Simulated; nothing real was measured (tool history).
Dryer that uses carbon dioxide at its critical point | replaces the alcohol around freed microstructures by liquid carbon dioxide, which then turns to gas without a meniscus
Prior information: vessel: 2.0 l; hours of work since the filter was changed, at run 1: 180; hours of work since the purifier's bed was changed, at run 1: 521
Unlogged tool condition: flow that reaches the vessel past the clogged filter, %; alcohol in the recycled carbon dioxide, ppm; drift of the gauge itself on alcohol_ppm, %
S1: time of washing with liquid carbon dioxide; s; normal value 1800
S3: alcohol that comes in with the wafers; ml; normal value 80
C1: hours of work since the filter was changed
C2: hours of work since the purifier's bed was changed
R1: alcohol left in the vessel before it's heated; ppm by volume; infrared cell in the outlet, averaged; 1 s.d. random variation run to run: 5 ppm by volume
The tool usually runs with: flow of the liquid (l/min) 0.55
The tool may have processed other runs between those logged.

Run 1, hour 0: usual settings; C1 180; C2 521. Result: R1 258 ppm by volume.
Run 2, hour 43.9: usual settings but flow of the liquid (l/min) 0.466; C1 195; C2 537. Result: R1 321 ppm by volume.
Run 3, hour 91: usual settings but flow of the liquid (l/min) 0.466; C1 212; C2 554. Result: R1 319 ppm by volume.
Run 4, hour 140.2: usual settings but S1 2220 s; C1 230; C2 572. Result: R1 258 ppm by volume.
Run 5, hour 193.7: usual settings but S3 82 ml; C1 249; C2 591. Result: R1 296 ppm by volume.
Run 6, hour 228.7: usual settings but S1 2340 s, S3 82 ml; C1 261; C2 603. Result: R1 280 ppm by volume.
Run 7, hour 253: usual settings; C1 270; C2 612. Result: R1 310 ppm by volume.
At hour 293: purifier's bed changed.
Run 8, hour 303.4: usual settings; C1 287; C2 4. Result: R1 34 ppm by volume.
Run 9, hour 327.9: usual settings; C1 296; C2 12. Result: R1 33 ppm by volume.
Run 10, hour 373.1: usual settings but S3 38 ml; C1 312; C2 29. Result: R1 30 ppm by volume.
Run 11, hour 424.2: usual settings but S1 1860 s, S3 38 ml; C1 330; C2 47. Result: R1 27 ppm by volume.
Run 12, hour 464.1: usual settings but S3 49 ml; C1 344; C2 61. Result: R1 57 ppm by volume.
Run 13, hour 500.2: usual settings but S1 2340 s, flow of the liquid (l/min) 0.783, S3 59 ml; C1 357; C2 74. Result: R1 44 ppm by volume.
Run 14, hour 528.9: usual settings but S1 1320 s, flow of the liquid (l/min) 0.783, S3 29 ml; C1 368; C2 84. Result: R1 51 ppm by volume.
Run 15, hour 570.6: usual settings but S1 1320 s, flow of the liquid (l/min) 0.783, S3 29 ml; C1 382; C2 99. Result: R1 62 ppm by volume.
Run 16, hour 620: usual settings but S1 1740 s, flow of the liquid (l/min) 0.783, S3 99 ml; C1 400; C2 117. Result: R1 65 ppm by volume.
Run 17, hour 669.2: usual settings but S1 1740 s, flow of the liquid (l/min) 0.783, S3 99 ml; C1 418; C2 134. Result: R1 72 ppm by volume.
Run 18, hour 717.1: usual settings but S1 1140 s, S3 70 ml; C1 435; C2 152. Result: R1 496 ppm by volume.
Run 19, hour 747.3: usual settings but S1 1740 s, flow of the liquid (l/min) 0.485, S3 51 ml; C1 446; C2 162. Result: R1 163 ppm by volume.
Run 20, hour 771.3: usual settings but S1 1500 s, flow of the liquid (l/min) 0.446, S3 65 ml; C1 454; C2 171. Result: R1 389 ppm by volume.
Run 21, hour 812.1: usual settings but S1 1440 s, flow of the liquid (l/min) 0.404, S3 36 ml; C1 469; C2 185. Result: R1 391 ppm by volume.
Run 22, hour 836.9: usual settings but S1 1440 s, flow of the liquid (l/min) 0.404, S3 23 ml; C1 478; C2 194. Result: R1 289 ppm by volume.
At hour 857.4: inlet filter changed.
Run 23, hour 860.3: usual settings but S1 1440 s, flow of the liquid (l/min) 0.468, S3 72 ml; C1 1; C2 202. Result: R1 266 ppm by volume.

4 ways to go on from here, each from the tool as it stands after run 23. What would each give?
Run A, hour 881.8: usual settings but S1 2640 s, flow of the liquid (l/min) 0.45, S3 20 ml; C1 9; C2 210. Result: R1 ?.
Run B, hour 881.8: usual settings but flow of the liquid (l/min) 0.45, S3 89 ml; C1 9; C2 210. Result: R1 ?.
Run C, hour 881.8: usual settings but S1 2040 s, flow of the liquid (l/min) 0.675, S3 24 ml; C1 9; C2 210. Result: R1 ?.
Run D, hour 881.8: usual settings but S1 2520 s, S3 44 ml; C1 9; C2 210. Result: R1 ?.

run   R1
  A  108
  B  164
  C  101
  D  102
With no hidden state in the tool, these same runs would have given:
run  R1
  A  10
  B  62
  C   2
  D   1
